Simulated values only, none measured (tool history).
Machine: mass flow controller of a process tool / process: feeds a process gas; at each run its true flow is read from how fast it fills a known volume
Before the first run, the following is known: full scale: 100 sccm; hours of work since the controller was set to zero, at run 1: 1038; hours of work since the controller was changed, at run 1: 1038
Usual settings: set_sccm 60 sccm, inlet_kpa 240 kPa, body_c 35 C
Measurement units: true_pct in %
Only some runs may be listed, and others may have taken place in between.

| run | hour | set_sccm | inlet_kpa | body_c | hours of work since the controller was set to zero | hours of work since the controller was changed | true_pct |
|---|---|---|---|---|---|---|---|
| 1 | 0.0 | 60 | 240 | 35 | 1038 | 1038 | 100.09 |
| 2 | 45.5 | 60 | 240 | 35 | 1058 | 1058 | 100.18 |
| 3 | 89.7 | 60 | 240 | 35 | 1078 | 1078 | 100.09 |
| 4 | 162.7 | 65 | 240 | 35 | 1111 | 1111 | 100.54 |
| 5 | 222.0 | 65 | 240 | 35 | 1138 | 1138 | 100.48 |
| 6 | 278.4 | 65 | 240 | 35 | 1163 | 1163 | 100.67 |
| 7 | 345.2 | 65 | 240 | 35 | 1194 | 1194 | 100.78 |
| 8 | 424.3 | 65 | 240 | 35 | 1229 | 1229 | 100.80 |
| 9 | 471.1 | 60 | 204 | 35 | 1250 | 1250 | 100.64 |
| 10 | 532.8 | 84 | 240 | 35 | 1278 | 1278 | 101.70 |
| 11 | 605.5 | 16 | 240 | 35 | 1311 | 1311 | 99.61 |
| 12 | 646.3 | 16 | 240 | 35 | 1329 | 1329 | 99.84 |
| 13 | 720.4 | 16 | 240 | 35 | 1363 | 1363 | 99.94 |
| 14 | 763.5 | 16 | 240 | 35 | 1382 | 1382 | 99.97 |
| 15 | 825.6 | 16 | 240 | 35 | 1410 | 1410 | 100.05 |
| 16 | 889.6 | 16 | 240 | 35 | 1439 | 1439 | 100.16 |
| 17 | 955.4 | 60 | 240 | 20 | 1469 | 1469 | 99.82 |
| 18 | 1011.0 | 60 | 240 | 20 | 1494 | 1494 | 100.05 |
| 19 | 1081.5 | 37 | 240 | 35 | 1526 | 1526 | 101.07 |
| 20 | 1156.6 | 37 | 240 | 35 | 1560 | 1560 | 101.18 |
| 21 | 1239.2 | 37 | 240 | 35 | 1597 | 1597 | 101.38 |
| 22 | 1320.1 | 37 | 240 | 23 | 1633 | 1633 | 100.12 |
| 23 | 1393.5 | 15 | 201 | 39 | 1667 | 1667 | 101.44 |
| 24 | 1477.4 | 15 | 201 | 39 | 1704 | 1704 | 101.69 |
| 25 | 1516.0 | 26 | 166 | 39 | 1722 | 1722 | 102.08 |
| 26 | 1574.4 | 44 | 196 | 28 | 1748 | 1748 | 101.19 |
| 27 | 1629.1 | 13 | 240 | 21 | 1773 | 1773 | 99.53 |
|  | 1684.6 | gauge calibrated |
| 28 | 1693.6 | 33 | 240 | 23 | 1802 | 1802 | 97.87 |
| 29 | 1752.7 | 17 | 240 | 35 | 1829 | 1829 | 98.82 |
| 30 | 1801.1 | 82 | 225 | 27 | 1850 | 1850 | 99.96 |
| 31 | 1863.1 | 11 | 220 | 35 | 1878 | 1878 | 98.78 |
| 32 | 1937.8 | 11 | 220 | 35 | 1912 | 1912 | 98.79 |
| 33 | 1987.4 | 11 | 220 | 35 | 1934 | 1934 | 99.06 |
| 34 | 2025.4 | 13 | 220 | 39 | 1952 | 1952 | 99.66 |
| 35 | 2063.0 | 60 | 166 | 35 | 1969 | 1969 | 100.40 |
| 36 | 2144.8 | 64 | 166 | 25 | 2005 | 2005 | 99.63 |
| 37 | 2192.3 | 22 | 258 | 27 | 2027 | 2027 | 98.83 |
| 38 | 2234.7 | 38 | 214 | 25 | 2046 | 2046 | 98.97 |
| 39 | 2293.5 | 38 | 214 | 25 | 2073 | 2073 | 99.07 |

Measured result minus the same run's result without the hidden state. Both carry the same run-to-run variation, though not necessarily the same gauge scatter:
Hidden state at play: flow at rest that the sensor doesn't see, % of full scale; true flow over the shown one, %; drift of the gauge itself on true_pct, %.
| run | true_pct |
|---|---|
| 1 | +0.01 |
| 2 | +0.07 |
| 3 | +0.15 |
| 4 | +0.27 |
| 5 | +0.38 |
| 6 | +0.48 |
| 7 | +0.58 |
| 8 | +0.72 |
| 9 | +0.79 |
| 10 | +0.91 |
| 11 | +1.01 |
| 12 | +1.08 |
| 13 | +1.20 |
| 14 | +1.27 |
| 15 | +1.37 |
| 16 | +1.49 |
| 17 | +1.58 |
| 18 | +1.68 |
| 19 | +1.81 |
| 20 | +1.94 |
| 21 | +2.08 |
| 22 | +2.18 |
| 23 | +2.33 |
| 24 | +2.47 |
| 25 | +2.55 |
| 26 | +2.62 |
| 27 | +2.67 |
| 28 | +0.02 |
| 29 | +0.13 |
| 30 | +0.20 |
| 31 | +0.31 |
| 32 | +0.44 |
| 33 | +0.52 |
| 34 | +0.58 |
| 35 | +0.64 |
| 36 | +0.77 |
| 37 | +0.85 |
| 38 | +0.92 |
| 39 | +1.01 |
